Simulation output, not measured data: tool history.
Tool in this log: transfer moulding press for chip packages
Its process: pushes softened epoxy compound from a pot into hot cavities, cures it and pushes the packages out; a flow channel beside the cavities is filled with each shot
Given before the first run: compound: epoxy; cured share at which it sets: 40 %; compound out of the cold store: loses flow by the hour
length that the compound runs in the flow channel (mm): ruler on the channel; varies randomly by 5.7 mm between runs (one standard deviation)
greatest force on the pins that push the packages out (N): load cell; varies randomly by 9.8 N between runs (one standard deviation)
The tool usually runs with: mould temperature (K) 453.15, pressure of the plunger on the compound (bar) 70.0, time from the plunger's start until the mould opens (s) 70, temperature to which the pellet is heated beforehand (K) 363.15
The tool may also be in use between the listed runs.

run     day  mould temperature (K)  pressure of the plunger on the compound (bar)  time from the plunger's start until the mould opens (s)  temperature to which the pellet is heated beforehand (K)  incoming compound's hours out of the cold store  length that the compound runs in the flow channel (mm)  greatest force on the pins that push the packages out (N)
  1   0.000                 453.15                                           70.0                                                       70                                                    363.15                                             40.5                                                     557                                                        524
      0.404  -- cavities cleaned with cleaning compound and waxed
  2   0.896                 453.15                                           70.0                                                       70                                                    363.15                                             16.0                                                     577                                                        519
  3   1.758                 453.15                                           70.0                                                       70                                                    363.15                                             30.3                                                     558                                                        592
      1.992  -- cavities cleaned with cleaning compound and waxed
  4   3.158                 453.15                                           67.9                                                       70                                                    363.15                                             28.7                                                     556                                                        575
      3.521  -- cavities cleaned with cleaning compound and waxed
  5   4.112                 453.15                                           67.9                                                       70                                                    363.15                                             18.0                                                     562                                                        518
  6   4.908                 453.15                                           81.0                                                       70                                                    363.15                                             18.9                                                     627                                                        613
      5.142  -- cavities cleaned with cleaning compound and waxed
  7   6.129                 453.15                                           70.0                                                       70                                                    364.15                                             37.4                                                     538                                                        559
      6.667  -- cavities cleaned with cleaning compound and waxed
      8.171  -- cavities cleaned with cleaning compound and waxed
  8   8.196                 453.15                                           70.0                                                       70                                                    364.15                                             26.2                                                     544                                                        473
  9   9.379                 449.15                                           70.0                                                       70                                                    364.15                                             16.9                                                     564                                                        725
      9.704  -- cavities cleaned with cleaning compound and waxed
 10  10.962                 449.15                                           70.0                                                       70                                                    364.15                                              8.2                                                     560                                                        793
     11.212  -- cavities cleaned with cleaning compound and waxed
     12.775  -- cavities cleaned with cleaning compound and waxed
 11  12.779                 453.15                                           70.0                                                       70                                                    363.15                                             17.3                                                     544                                                        448
     13.404  -- plunger's sealing rings changed
 12  13.796                 453.15                                           70.0                                                       70                                                    363.15                                             22.0                                                     600                                                        554
     14.425  -- cavities cleaned with cleaning compound and waxed
 13  15.129                 453.15                                           70.0                                                       70                                                    363.15                                             46.3                                                     553                                                        524
     15.938  -- cavities cleaned with cleaning compound and waxed
 14  16.729                 453.15                                           70.0                                                       70                                                    363.15                                             39.6                                                     550                                                        534
     16.896  -- mould's thermocouples calibrated
     17.538  -- cavities cleaned with cleaning compound and waxed
 15  18.275                 453.15                                           70.0                                                       70                                                    363.15                                             43.4                                                     537                                                        529
     19.075  -- cavities cleaned with cleaning compound and waxed
 16  19.317                 452.15                                           62.0                                                       97                                                    361.15                                             22.8                                                     544                                                        387
     20.658  -- cavities cleaned with cleaning compound and waxed
 17  21.225                 451.15                                           74.3                                                       70                                                    370.15                                             39.2                                                     575                                                        561
     22.167  -- cavities cleaned with cleaning compound and waxed
 18  22.688                 451.15                                           74.3                                                       70                                                    370.15                                             39.5                                                     560                                                        557
     23.688  -- cavities cleaned with cleaning compound and waxed
     23.854  -- mould's thermocouples calibrated, once more
 19  24.317                 449.15                                           70.0                                                       70                                                    370.15                                             18.5                                                     571                                                        669
     25.354  -- cavities cleaned with cleaning compound and waxed
 20  25.483                 453.15                                           59.1                                                       81                                                    363.15                                             36.7                                                     486                                                        379
 21  26.683                 451.15                                           66.3                                                       81                                                    355.15                                             12.7                                                     552                                                        532
     26.867  -- cavities cleaned with cleaning compound and waxed
 22  27.862                 451.15                                           66.3                                                      107                                                    361.15                                             20.6                                                     540                                                        418
     28.404  -- cavities cleaned with cleaning compound and waxed
 23  29.617                 451.15                                           66.3                                                       56                                                    360.15                                             19.4                                                     535                                                       1209
     30.004  -- cavities cleaned with cleaning compound and waxed
 24  30.992                 458.15                                           70.0                                                       70                                                    363.15                                             13.6                                                     534                                                        474
     31.525  -- cavities cleaned with cleaning compound and waxed
     32.171  -- plunger's sealing rings changed
 25  32.333                 451.15                                           70.0                                                       60                                                    363.15                                             20.9                                                     597                                                        904
     33.150  -- cavities cleaned with cleaning compound and waxed
 26  34.188                 458.15                                           66.8                                                       70                                                    363.15                                             17.1                                                     573                                                        483
     34.692  -- cavities cleaned with cleaning compound and waxed
 27  35.750                 458.15                                           66.8                                                       70                                                    363.15                                             46.8                                                     527                                                        476

What if the next run were any one of these 3? Each begins from the tool's condition after run 27:
     36.196  -- cavities cleaned with cleaning compound and waxed
     37.733  -- cavities cleaned with cleaning compound and waxed
  A  37.733                 458.15                                           55.0                                                       70                                                    361.15                                             26.7                                                       ?                                                          ?
     36.196  -- cavities cleaned with cleaning compound and waxed
     37.733  -- cavities cleaned with cleaning compound and waxed
  B  37.733                 453.15                                           70.0                                                       70                                                    355.15                                             39.4                                                       ?                                                          ?
     36.196  -- cavities cleaned with cleaning compound and waxed
     37.733  -- cavities cleaned with cleaning compound and waxed
  C  37.733                 455.15                                           87.8                                                       70                                                    368.15                                             26.5                                                       ?                                                          ?

run  length that the compound runs in the flow channel (mm)  greatest force on the pins that push the packages out (N)
  A                                                     502                                                        378
  B                                                     547                                                        469
  C                                                     625                                                        424
Without the tool's hidden state the same runs would have given:
run  length that the compound runs in the flow channel (mm)  greatest force on the pins that push the packages out (N)
  A                                                     519                                                        367
  B                                                     566                                                        448
  C                                                     648                                                        408

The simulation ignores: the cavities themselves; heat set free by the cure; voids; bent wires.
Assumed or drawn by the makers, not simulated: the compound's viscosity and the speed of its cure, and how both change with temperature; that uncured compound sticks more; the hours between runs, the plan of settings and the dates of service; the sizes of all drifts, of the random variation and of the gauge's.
